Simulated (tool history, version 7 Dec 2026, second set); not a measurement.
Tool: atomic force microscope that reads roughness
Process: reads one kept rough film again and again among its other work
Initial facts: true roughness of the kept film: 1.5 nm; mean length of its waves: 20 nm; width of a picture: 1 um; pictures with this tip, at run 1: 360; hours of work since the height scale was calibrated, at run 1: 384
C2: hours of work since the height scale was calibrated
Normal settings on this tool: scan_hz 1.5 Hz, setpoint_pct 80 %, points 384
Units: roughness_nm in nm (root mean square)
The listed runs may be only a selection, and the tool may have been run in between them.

{"run": 1, "hour": 0.0, "scan_hz": 1.5, "setpoint_pct": 80, "points": 384, "pictures with this tip": 360, "C2": 384, "roughness_nm": 1.041}
{"hour": 11.4, "done": "new tip fitted"}
{"run": 2, "hour": 24.5, "scan_hz": 1.77, "setpoint_pct": 80, "points": 384, "pictures with this tip": 15, "C2": 396, "roughness_nm": 1.186}
{"run": 3, "hour": 43.2, "scan_hz": 1.77, "setpoint_pct": 80, "points": 384, "pictures with this tip": 38, "C2": 406, "roughness_nm": 1.182}
{"run": 4, "hour": 58.4, "scan_hz": 1.77, "setpoint_pct": 80, "points": 384, "pictures with this tip": 56, "C2": 414, "roughness_nm": 1.156}
{"run": 5, "hour": 80.7, "scan_hz": 1.77, "setpoint_pct": 80, "points": 384, "pictures with this tip": 82, "C2": 426, "roughness_nm": 1.15}
{"run": 6, "hour": 108.8, "scan_hz": 1.5, "setpoint_pct": 80, "points": 287, "pictures with this tip": 116, "C2": 440, "roughness_nm": 1.135}
{"run": 7, "hour": 141.0, "scan_hz": 1.5, "setpoint_pct": 73, "points": 384, "pictures with this tip": 154, "C2": 457, "roughness_nm": 1.157}
{"run": 8, "hour": 170.0, "scan_hz": 1.5, "setpoint_pct": 73, "points": 384, "pictures with this tip": 189, "C2": 472, "roughness_nm": 1.143}
{"run": 9, "hour": 187.8, "scan_hz": 1.5, "setpoint_pct": 73, "points": 384, "pictures with this tip": 210, "C2": 482, "roughness_nm": 1.12}
{"run": 10, "hour": 202.9, "scan_hz": 1.5, "setpoint_pct": 73, "points": 384, "pictures with this tip": 228, "C2": 490, "roughness_nm": 1.125}
{"run": 11, "hour": 228.2, "scan_hz": 1.5, "setpoint_pct": 73, "points": 384, "pictures with this tip": 258, "C2": 503, "roughness_nm": 1.092}
{"run": 12, "hour": 249.1, "scan_hz": 1.5, "setpoint_pct": 73, "points": 384, "pictures with this tip": 283, "C2": 514, "roughness_nm": 1.09}
{"run": 13, "hour": 280.0, "scan_hz": 1.5, "setpoint_pct": 73, "points": 384, "pictures with this tip": 320, "C2": 530, "roughness_nm": 1.074}
{"run": 14, "hour": 297.8, "scan_hz": 1.5, "setpoint_pct": 80, "points": 384, "pictures with this tip": 341, "C2": 539, "roughness_nm": 1.035}
{"run": 15, "hour": 315.6, "scan_hz": 1.5, "setpoint_pct": 67, "points": 384, "pictures with this tip": 363, "C2": 549, "roughness_nm": 1.066}
{"hour": 325.4, "done": "new tip fitted"}
{"run": 16, "hour": 349.3, "scan_hz": 3.16, "setpoint_pct": 80, "points": 384, "pictures with this tip": 28, "C2": 566, "roughness_nm": 1.095}

Run 17 has not been measured yet. What should we expect?
{"run": 17, "hour": 382.7, "scan_hz": 2.91, "setpoint_pct": 59, "points": 286, "pictures with this tip": 68, "C2": 583, "roughness_nm": "?"}

Run 17 yielded roughness_nm 1.2 nm (root mean square).
On a tool with no hidden condition, and with the same random variation, this run would have come out at roughness_nm 1.248 nm (root mean square).
